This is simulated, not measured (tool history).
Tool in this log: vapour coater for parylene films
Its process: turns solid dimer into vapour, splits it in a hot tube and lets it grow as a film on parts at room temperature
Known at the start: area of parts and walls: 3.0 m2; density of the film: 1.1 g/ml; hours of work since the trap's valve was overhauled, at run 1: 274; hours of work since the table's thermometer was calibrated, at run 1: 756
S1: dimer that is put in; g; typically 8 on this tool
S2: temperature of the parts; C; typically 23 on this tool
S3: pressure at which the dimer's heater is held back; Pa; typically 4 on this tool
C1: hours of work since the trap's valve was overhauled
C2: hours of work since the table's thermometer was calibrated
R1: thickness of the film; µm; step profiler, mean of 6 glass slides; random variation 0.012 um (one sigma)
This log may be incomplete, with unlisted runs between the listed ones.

Run 1, day 0: usual settings; C1 274; C2 756. Result: R1 1.4 µm.
Run 2, day 1.558: usual settings; C1 293; C2 776. Result: R1 1.4 µm.
Run 3, day 3.288: usual settings; C1 315; C2 797. Result: R1 1.4 µm.
Run 4, day 6.604: usual settings; C1 356; C2 839. Result: R1 1.39 µm.
Run 5, day 8.267: usual settings but S2 20 C; C1 377; C2 859. Result: R1 1.6 µm.
At day 8.621: trap's valve overhauled.
Run 6, day 10.038: usual settings but S2 20 C; C1 18; C2 879. Result: R1 1.67 µm.
Run 7, day 12.671: usual settings but S2 20 C; C1 51; C2 912. Result: R1 1.67 µm.
Run 8, day 15.108: usual settings but S2 20 C; C1 81; C2 943. Result: R1 1.68 µm.
Run 9, day 18.412: usual settings but S1 6 g; C1 122; C2 984. Result: R1 1.07 µm.
Run 10, day 19.938: usual settings but S1 9 g; C1 141; C2 1003. Result: R1 1.62 µm.
Run 11, day 23.167: usual settings but S1 9 g; C1 181; C2 1043. Result: R1 1.62 µm.
Run 12, day 25.458: usual settings but S1 9 g; C1 210; C2 1072. Result: R1 1.61 µm.
Run 13, day 27.917: usual settings; C1 241; C2 1102. Result: R1 1.43 µm.
Run 14, day 31.575: usual settings; C1 286; C2 1148. Result: R1 1.42 µm.
Run 15, day 34.475: usual settings; C1 322; C2 1184. Result: R1 1.43 µm.
Run 16, day 36.171: usual settings but S1 9 g, S3 10.34 Pa; C1 344; C2 1205. Result: R1 1.51 µm.
At day 39.208: trap's valve overhauled.
Run 17, day 39.717: usual settings but S1 9 g, S3 10.34 Pa; C1 6; C2 1247. Result: R1 1.57 µm.
Run 18, day 43.229: usual settings but S1 9 g, S2 29 C, S3 9.3 Pa; C1 50; C2 1291. Result: R1 1.18 µm.
Run 19, day 46.112: usual settings but S1 9 g, S2 29 C, S3 9.3 Pa; C1 86; C2 1327. Result: R1 1.19 µm.

Run 20 comes next. What will it give?
Run 20, day 47.858: usual settings but S1 10 g, S2 20 C, S3 11.47 Pa; C1 108; C2 1349. Result: R1 ?.

R1: 1.96 µm
On a tool with no hidden condition, and with the same random variation, this run would have come out at R1 1.89 µm.
